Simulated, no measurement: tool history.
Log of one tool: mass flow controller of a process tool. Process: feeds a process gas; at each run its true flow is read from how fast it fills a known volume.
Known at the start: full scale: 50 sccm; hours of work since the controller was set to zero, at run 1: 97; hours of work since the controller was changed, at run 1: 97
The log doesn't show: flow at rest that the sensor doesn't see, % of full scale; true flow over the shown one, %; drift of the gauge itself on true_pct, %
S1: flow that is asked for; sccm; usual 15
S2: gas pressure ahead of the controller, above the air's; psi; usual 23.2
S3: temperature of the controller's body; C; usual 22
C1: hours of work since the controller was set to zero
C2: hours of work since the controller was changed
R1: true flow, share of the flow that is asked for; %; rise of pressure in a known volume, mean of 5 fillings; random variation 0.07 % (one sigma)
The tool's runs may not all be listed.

run,hour,S1,S2,S3,C1,C2,R1
1,0,15,23.2,22,97,97,99.08
2,565,15,23.2,22,340,340,98.68
3,988.3,15,23.2,22,521,521,98.71
4,1517.9,15,23.2,22,749,749,98.67
5,1900.9,15,23.2,25,913,913,98.79
6,2410.4,15,23.2,25,1132,1132,98.6
7,2773.4,15,31.8,25,1288,1288,98.18
8,3088,15,31.8,25,1423,1423,98.12
9,3590.2,15,25.4,25,1638,1638,98.5
10,3903.1,15,23.2,22,1773,1773,98.09
11,4333.1,15,23.2,22,1957,1957,97.98
12,4618.9,15,23.2,22,2080,2080,97.91
13,5155.2,15,23.2,22,2310,2310,97.84
14,5670.5,15,23.2,22,2531,2531,97.6
15,6116.6,15,23.2,22,2723,2723,97.63
16,6447.6,15,23.2,22,2865,2865,97.5
17,6914.5,15,23.2,22,3065,3065,97.48
18,7287.6,15,23.2,22,3225,3225,97.38
19,7690.8,15,23.2,22,3398,3398,97.31
20,8264.3,15,23.2,22,3645,3645,97.02
21,8604,15,23.2,22,3790,3790,97.1
22,9081.3,15,24.9,22,3995,3995,96.83
23,9423.6,15,24.9,22,4142,4142,96.83
24,9985.5,14,23.2,36,4383,4383,97.76
25,10427,14,23.2,36,4573,4573,97.71
26,10687.1,42,28.1,23,4685,4685,98.48
27,11080,42,28.1,23,4853,4853,98.48
28,11572.9,25,32.2,28,5065,5065,97.5
29,11929.3,25,32.2,28,5218,5218,97.63
30,12409.6,25,28.9,28,5424,5424,97.61
31,12690,27,33.1,25,5544,5544,97.19
32,13244.3,27,33.5,22,5782,5782,96.9
33,13653.4,27,33.5,22,5958,5958,96.81
34,14044.4,27,27.6,29,6126,6126,97.65
35,14300.6,5,25.4,22,6236,6236,90.44
36,14647.1,9,39.7,26,6385,6385,93.21
37,15192.8,22,27.1,23,6619,6619,96.51
38,15593.2,18,27.1,23,6791,6791,95.94
39,15890.4,18,27.1,23,6918,6918,95.84
40,16429,15,37,27,7149,7149,94.98
41,16686.9,15,37,27,7260,7260,94.89
42,16942.6,9,26.8,29,7370,7370,93.44
43,17229,12,23.2,21,7493,7493,94.18

The same runs without the tool's hidden state, with the same run-to-run variation:
run,R1
1,99.02
2,98.75
3,98.87
4,98.94
5,99.15
6,99.07
7,98.73
8,98.74
9,99.23
10,98.9
11,98.88
12,98.88
13,98.93
14,98.8
15,98.93
16,98.87
17,98.94
18,98.92
19,98.94
20,98.78
21,98.94
22,98.79
23,98.86
24,100.04
25,100.11
26,99.61
27,99.66
28,99.23
29,99.42
30,99.48
31,98.99
32,98.8
33,98.77
34,99.67
35,98.48
36,98.1
37,99.03
38,98.94
39,98.89
40,98.6
41,98.57
42,99.11
43,98.71

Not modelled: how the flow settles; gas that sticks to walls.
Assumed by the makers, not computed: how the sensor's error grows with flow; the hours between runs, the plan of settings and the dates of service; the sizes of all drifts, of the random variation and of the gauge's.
